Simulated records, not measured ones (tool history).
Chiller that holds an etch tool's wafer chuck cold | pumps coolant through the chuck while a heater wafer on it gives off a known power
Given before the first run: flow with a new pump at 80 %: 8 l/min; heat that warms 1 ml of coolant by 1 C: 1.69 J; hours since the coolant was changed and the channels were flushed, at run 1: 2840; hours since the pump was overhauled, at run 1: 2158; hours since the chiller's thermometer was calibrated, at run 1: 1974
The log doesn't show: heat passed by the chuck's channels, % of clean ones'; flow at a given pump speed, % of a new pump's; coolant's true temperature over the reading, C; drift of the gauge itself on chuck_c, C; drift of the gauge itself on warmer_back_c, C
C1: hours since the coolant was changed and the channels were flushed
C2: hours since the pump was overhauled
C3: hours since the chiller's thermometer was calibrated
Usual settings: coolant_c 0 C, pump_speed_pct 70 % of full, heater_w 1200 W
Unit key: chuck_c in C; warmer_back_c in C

run 1 hour=0.0 | coolant_c=0 pump_speed_pct=70 heater_w=1200 | C1=2840 C2=2158 C3=1974 | chuck_c=10.2 warmer_back_c=6.13
run 2 hour=42.6 | coolant_c=0 pump_speed_pct=70 heater_w=1200 | C1=2883 C2=2201 C3=2016 | chuck_c=10.1 warmer_back_c=6.20
run 3 hour=76.6 | coolant_c=0 pump_speed_pct=70 heater_w=1200 | C1=2917 C2=2235 C3=2050 | chuck_c=10.1 warmer_back_c=6.24
run 4 hour=134.4 | coolant_c=0 pump_speed_pct=70 heater_w=1200 | C1=2975 C2=2293 C3=2108 | chuck_c=10.1 warmer_back_c=6.25
run 5 hour=183.9 | coolant_c=0 pump_speed_pct=70 heater_w=1200 | C1=3024 C2=2342 C3=2158 | chuck_c=10.0 warmer_back_c=6.24
run 6 hour=236.8 | coolant_c=9 pump_speed_pct=70 heater_w=1200 | C1=3077 C2=2395 C3=2211 | chuck_c=19.0 warmer_back_c=6.20
run 7 hour=295.5 | coolant_c=0 pump_speed_pct=70 heater_w=1200 | C1=3136 C2=2454 C3=2269 | chuck_c=10.4 warmer_back_c=6.25
run 8 hour=323.3 | coolant_c=0 pump_speed_pct=70 heater_w=1200 | C1=3164 C2=2482 C3=2297 | chuck_c=10.0 warmer_back_c=6.34
run 9 hour=358.7 | coolant_c=0 pump_speed_pct=70 heater_w=1200 | C1=3199 C2=2517 C3=2332 | chuck_c=10.1 warmer_back_c=6.35
run 10 hour=398.9 | coolant_c=0 pump_speed_pct=70 heater_w=1200 | C1=3239 C2=2557 C3=2373 | chuck_c=10.0 warmer_back_c=6.31
run 11 hour=432.1 | coolant_c=0 pump_speed_pct=70 heater_w=1246 | C1=3273 C2=2590 C3=2406 | chuck_c=10.7 warmer_back_c=6.59
run 12 hour=478.3 | coolant_c=0 pump_speed_pct=70 heater_w=1246 | C1=3319 C2=2637 C3=2452 | chuck_c=10.6 warmer_back_c=6.65
run 13 hour=524.6 | coolant_c=2 pump_speed_pct=93 heater_w=1367 | C1=3365 C2=2683 C3=2498 | chuck_c=11.0 warmer_back_c=5.38
run 14 hour=572.0 | coolant_c=2 pump_speed_pct=85 heater_w=762 | C1=3412 C2=2730 C3=2546 | chuck_c=7.4 warmer_back_c=3.41
run 15 hour=630.9 | coolant_c=2 pump_speed_pct=85 heater_w=762 | C1=3471 C2=2789 C3=2605 | chuck_c=7.5 warmer_back_c=3.41
-- hour=662.5 chiller's thermometer calibrated
run 16 hour=674.6 | coolant_c=0 pump_speed_pct=70 heater_w=624 | C1=3514 C2=2832 C3=12 | chuck_c=5.4 warmer_back_c=3.54
run 17 hour=723.3 | coolant_c=0 pump_speed_pct=70 heater_w=624 | C1=3563 C2=2881 C3=61 | chuck_c=5.3 warmer_back_c=3.53
-- hour=749.6 coolant changed, channels flushed
run 18 hour=779.3 | coolant_c=0 pump_speed_pct=70 heater_w=1605 | C1=30 C2=2931 C3=111 | chuck_c=13.5 warmer_back_c=8.63
run 19 hour=828.5 | coolant_c=4 pump_speed_pct=84 heater_w=1200 | C1=79 C2=2980 C3=160 | chuck_c=12.6 warmer_back_c=5.46
run 20 hour=855.3 | coolant_c=6 pump_speed_pct=70 heater_w=794 | C1=106 C2=3007 C3=187 | chuck_c=12.6 warmer_back_c=4.45
run 21 hour=894.7 | coolant_c=6 pump_speed_pct=85 heater_w=740 | C1=145 C2=3046 C3=226 | chuck_c=11.4 warmer_back_c=3.47
run 22 hour=951.4 | coolant_c=-5 pump_speed_pct=75 heater_w=1208 | C1=202 C2=3103 C3=283 | chuck_c=4.4 warmer_back_c=6.17

Forecast each of these 3 alternatives for the next run:
run A hour=1008.8 | coolant_c=-5 pump_speed_pct=76 heater_w=1208 | C1=259 C2=3160 C3=340 | chuck_c=? warmer_back_c=?
run B hour=1008.8 | coolant_c=9 pump_speed_pct=61 heater_w=1424 | C1=259 C2=3160 C3=340 | chuck_c=? warmer_back_c=?
run C hour=1008.8 | coolant_c=5 pump_speed_pct=89 heater_w=1200 | C1=259 C2=3160 C3=340 | chuck_c=? warmer_back_c=?

run=A chuck_c=4.6 warmer_back_c=6.06
run=B chuck_c=22.4 warmer_back_c=8.93
run=C chuck_c=13.2 warmer_back_c=5.19
Had the tool no hidden state, the same runs would have come out as:
run=A chuck_c=4.6 warmer_back_c=5.60
run=B chuck_c=22.4 warmer_back_c=8.48
run=C chuck_c=13.2 warmer_back_c=4.73

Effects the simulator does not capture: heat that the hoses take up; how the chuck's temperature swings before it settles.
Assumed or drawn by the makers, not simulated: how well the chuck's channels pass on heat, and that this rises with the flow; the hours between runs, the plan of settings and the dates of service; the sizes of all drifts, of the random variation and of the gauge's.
